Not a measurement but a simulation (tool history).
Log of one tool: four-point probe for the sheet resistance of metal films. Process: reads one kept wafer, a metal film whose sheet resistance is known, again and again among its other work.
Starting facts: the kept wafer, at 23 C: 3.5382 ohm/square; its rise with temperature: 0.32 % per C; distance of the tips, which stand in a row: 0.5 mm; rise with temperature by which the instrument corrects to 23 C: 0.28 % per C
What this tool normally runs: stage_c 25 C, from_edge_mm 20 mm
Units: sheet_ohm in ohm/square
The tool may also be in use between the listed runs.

{"run": 1, "hour": 0.0, "stage_c": 25, "from_edge_mm": 20, "sheet_ohm": 3.518687}
{"run": 2, "hour": 49.0, "stage_c": 28, "from_edge_mm": 20, "sheet_ohm": 3.522277}
{"run": 3, "hour": 91.9, "stage_c": 28, "from_edge_mm": 20, "sheet_ohm": 3.522871}
{"run": 4, "hour": 122.6, "stage_c": 28, "from_edge_mm": 26, "sheet_ohm": 3.521361}
{"run": 5, "hour": 170.5, "stage_c": 25, "from_edge_mm": 20, "sheet_ohm": 3.518785}
{"run": 6, "hour": 192.1, "stage_c": 25, "from_edge_mm": 20, "sheet_ohm": 3.5193}
{"run": 7, "hour": 235.0, "stage_c": 25, "from_edge_mm": 20, "sheet_ohm": 3.517393}
{"run": 8, "hour": 280.7, "stage_c": 25, "from_edge_mm": 20, "sheet_ohm": 3.516628}
{"run": 9, "hour": 328.1, "stage_c": 25, "from_edge_mm": 20, "sheet_ohm": 3.517907}
{"run": 10, "hour": 351.4, "stage_c": 25, "from_edge_mm": 20, "sheet_ohm": 3.516314}
{"run": 11, "hour": 383.1, "stage_c": 24, "from_edge_mm": 8, "sheet_ohm": 3.521609}
{"run": 12, "hour": 433.4, "stage_c": 20, "from_edge_mm": 25, "sheet_ohm": 3.507759}
{"run": 13, "hour": 462.7, "stage_c": 20, "from_edge_mm": 25, "sheet_ohm": 3.509106}
{"run": 14, "hour": 488.5, "stage_c": 20, "from_edge_mm": 25, "sheet_ohm": 3.508697}
{"run": 15, "hour": 525.4, "stage_c": 19, "from_edge_mm": 28, "sheet_ohm": 3.506747}
{"run": 16, "hour": 560.8, "stage_c": 28, "from_edge_mm": 10, "sheet_ohm": 3.524722}
{"run": 17, "hour": 597.2, "stage_c": 19, "from_edge_mm": 20, "sheet_ohm": 3.507532}
{"run": 18, "hour": 637.8, "stage_c": 23, "from_edge_mm": 20, "sheet_ohm": 3.511436}
{"run": 19, "hour": 660.1, "stage_c": 33, "from_edge_mm": 5, "sheet_ohm": 3.544192}

Below are 4 alternative next runs, each starting from the tool's condition after run 19. Predict each:
{"run": "A", "hour": 682.9, "stage_c": 23, "from_edge_mm": 7, "sheet_ohm": "?"}
{"run": "B", "hour": 682.9, "stage_c": 18, "from_edge_mm": 3, "sheet_ohm": "?"}
{"run": "C", "hour": 682.9, "stage_c": 19, "from_edge_mm": 56, "sheet_ohm": "?"}
{"run": "D", "hour": 682.9, "stage_c": 26, "from_edge_mm": 28, "sheet_ohm": "?"}

run=A sheet_ohm=3.520445
run=B sheet_ohm=3.554474
run=C sheet_ohm=3.506512
run=D sheet_ohm=3.515088
Stripped of hidden state, with their random variation kept, the same runs would have yielded:
run=A sheet_ohm=3.547321
run=B sheet_ohm=3.581499
run=C sheet_ohm=3.533225
run=D sheet_ohm=3.541977
